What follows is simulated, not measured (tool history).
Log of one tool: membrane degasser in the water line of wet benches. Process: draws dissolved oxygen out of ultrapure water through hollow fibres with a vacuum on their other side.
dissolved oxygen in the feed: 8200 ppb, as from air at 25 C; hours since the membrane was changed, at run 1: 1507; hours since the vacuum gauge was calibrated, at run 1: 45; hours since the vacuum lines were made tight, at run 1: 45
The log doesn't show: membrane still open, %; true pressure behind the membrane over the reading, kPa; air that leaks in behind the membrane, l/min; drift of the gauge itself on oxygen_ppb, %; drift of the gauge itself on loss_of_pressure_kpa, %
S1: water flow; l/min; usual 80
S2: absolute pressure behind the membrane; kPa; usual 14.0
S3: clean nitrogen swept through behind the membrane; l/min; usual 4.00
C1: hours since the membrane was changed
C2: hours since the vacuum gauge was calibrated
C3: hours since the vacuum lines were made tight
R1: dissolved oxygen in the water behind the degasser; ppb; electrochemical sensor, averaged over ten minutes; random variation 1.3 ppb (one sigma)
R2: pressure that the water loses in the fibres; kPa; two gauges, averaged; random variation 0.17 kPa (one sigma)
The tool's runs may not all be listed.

run   hour  S1    S2     S3    C1   C2   C3      R1     R2
  1    0.0  80  14.0   4.00  1507   45   45   497.4  34.82
  2   54.2  80  14.0   4.00  1561   99   99   498.3  34.34
  3  104.9  80  14.0   4.00  1612  150  150   498.5  34.51
  4  165.3  80  14.0   2.99  1672  210  210   621.9  34.52
  5  228.2  80  14.0   2.99  1735  273  273   623.6  34.52
  6  267.2  62  22.4   4.00  1774  312  312   647.0  26.90
  7  309.9  80  18.8  10.96  1816  355  355   306.4  35.02
  8  344.6  62  21.5   9.45  1851  390  390   298.2  26.66
  9  373.5  62  21.5   1.88  1880  419  419  1122.1  26.85
 10  418.2  59  29.2   2.39  1925  463  463  1221.4  25.68

5 ways to go on from here, each from the tool as it stands after run 10. What would each give?
  A  451.6   80  27.1  2.38  1958  497  497   ?   ?
  B  451.6   58  13.6  2.39  1958  497  497   ?   ?
  C  451.6   91  23.6  4.52  1958  497  497   ?   ?
  D  451.6  109  14.0  8.62  1958  497  497   ?   ?
  E  451.6  121  10.2  1.97  1958  497  497   ?   ?

run      R1     R2
  A  1452.2  34.94
  B   531.0  25.19
  C   886.8  39.27
  D   411.4  47.38
  E   849.8  52.44
Without the tool's hidden state the same runs would have given:
run      R1     R2
  A  1452.1  34.94
  B   531.0  25.19
  C   886.7  39.26
  D   411.3  47.37
  E   849.7  52.43

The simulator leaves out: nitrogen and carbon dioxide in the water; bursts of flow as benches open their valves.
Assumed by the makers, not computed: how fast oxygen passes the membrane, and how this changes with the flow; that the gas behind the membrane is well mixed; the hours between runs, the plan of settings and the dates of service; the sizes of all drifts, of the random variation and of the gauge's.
